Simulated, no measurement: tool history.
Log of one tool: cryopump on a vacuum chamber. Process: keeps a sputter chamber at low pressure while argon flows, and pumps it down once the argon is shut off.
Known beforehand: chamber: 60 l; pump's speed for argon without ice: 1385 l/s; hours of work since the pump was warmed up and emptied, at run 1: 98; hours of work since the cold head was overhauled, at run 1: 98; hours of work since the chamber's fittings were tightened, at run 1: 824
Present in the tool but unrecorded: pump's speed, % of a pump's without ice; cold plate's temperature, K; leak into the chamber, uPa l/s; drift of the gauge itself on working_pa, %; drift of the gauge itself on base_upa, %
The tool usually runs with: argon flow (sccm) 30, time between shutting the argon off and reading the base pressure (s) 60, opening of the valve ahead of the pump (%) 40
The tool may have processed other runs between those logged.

run   hour  argon flow (sccm)  time between shutting the argon off and reading the base pressure (s)  opening of the valve ahead of the pump (%)  hours of work since the pump was warmed up and emptied  hours of work since the cold head was overhauled  hours of work since the chamber's fittings were tightened  pressure while argon flows (Pa)  pressure after the wait (uPa)
  1      0                 30                                                                     60                                          40                                                      98                                                98                                                        824                           0.0933                           1.49
  2   22.6                 30                                                                     60                                          40                                                     112                                               112                                                        838                           0.0936                           1.49
  3   39.9                 30                                                                     60                                          40                                                     123                                               123                                                        850                           0.0918                           1.59
  4   61.1                 30                                                                     60                                          40                                                     137                                               137                                                        863                           0.0938                           1.54
  5   77.1                 30                                                                     60                                          40                                                     147                                               147                                                        873                            0.094                           1.58
  6  103.3                 30                                                                     60                                          40                                                     164                                               164                                                        890                           0.0931                           1.56
  7  122.2                 30                                                                     86                                          40                                                     176                                               176                                                        902                           0.0939                           1.36
  8  156.1                 30                                                                     86                                          40                                                     197                                               197                                                        923                           0.0934                            1.4
  9  177.9                 15                                                                     60                                          40                                                     211                                               211                                                        937                           0.0468                           1.62
 10    200                 30                                                                     60                                          25                                                     225                                               225                                                        951                           0.1498                           1.63
 11  230.7                 30                                                                     60                                          25                                                     245                                               245                                                        971                           0.1497                           1.59
 12  251.2                 30                                                                     60                                          25                                                     258                                               258                                                        984                           0.1499                           1.63
 13  274.1                 30                                                                     60                                          40                                                     272                                               272                                                        999                            0.094                           1.63
 14  304.8                 53                                                                     60                                          40                                                     292                                               292                                                       1018                           0.1684                           1.72
 15  324.6                 53                                                                     60                                          40                                                     305                                               305                                                       1031                           0.1674                           1.69
 16  349.3                 26                                                                     89                                          24                                                     320                                               320                                                       1047                           0.1357                           1.54
 17  366.3                 26                                                                     89                                          24                                                     331                                               331                                                       1057                           0.1355                           1.52
 18    395                 25                                                                     60                                          40                                                     349                                               349                                                       1076                           0.0783                           1.78
 19    424                 25                                                                    260                                          40                                                     368                                               368                                                       1094                           0.0794                           1.27
 20  453.8                 14                                                                     56                                          21                                                     387                                               387                                                       1113                           0.0833                           1.85
 21  480.1                 17                                                                     60                                          32                                                     404                                               404                                                       1130                            0.067                           1.86
 22  503.4                 14                                                                     39                                          36                                                     418                                               418                                                       1145                           0.0506                           2.19
 23  519.7                 14                                                                     39                                          36                                                     429                                               429                                                       1155                           0.0492                           2.14
 24  543.4                 14                                                                     39                                          36                                                     444                                               444                                                       1170                           0.0497                           2.17
 25  565.4                 42                                                                    131                                          37                                                     458                                               458                                                       1184                           0.1454                           1.52
 26  602.3                 42                                                                    131                                          37                                                     481                                               481                                                       1208                           0.1453                           1.54
 27  631.7                 42                                                                    201                                          55                                                     500                                               500                                                       1226                           0.1012                           1.44
 28  656.9                 42                                                                    201                                          19                                                     516                                               516                                                       1242                           0.2793                           1.51

Forecast each of these 3 alternatives for the next run:
  A  684.8                 15                                                                     60                                          33                                                     534                                               534                                                       1260                                ?                              ?
  B  684.8                 21                                                                     60                                          40                                                     534                                               534                                                       1260                                ?                              ?
  C  684.8                 27                                                                    201                                          40                                                     534                                               534                                                       1260                                ?                              ?

run  pressure while argon flows (Pa)  pressure after the wait (uPa)
  A                           0.0585                           2.01
  B                           0.0685                           1.96
  C                           0.0883                           1.58
The same runs, with their run-to-run variation unchanged, on a tool lacking any hidden condition would have given:
run  pressure while argon flows (Pa)  pressure after the wait (uPa)
  A                           0.0553                           0.89
  B                           0.0641                           0.87
  C                           0.0825                           0.44

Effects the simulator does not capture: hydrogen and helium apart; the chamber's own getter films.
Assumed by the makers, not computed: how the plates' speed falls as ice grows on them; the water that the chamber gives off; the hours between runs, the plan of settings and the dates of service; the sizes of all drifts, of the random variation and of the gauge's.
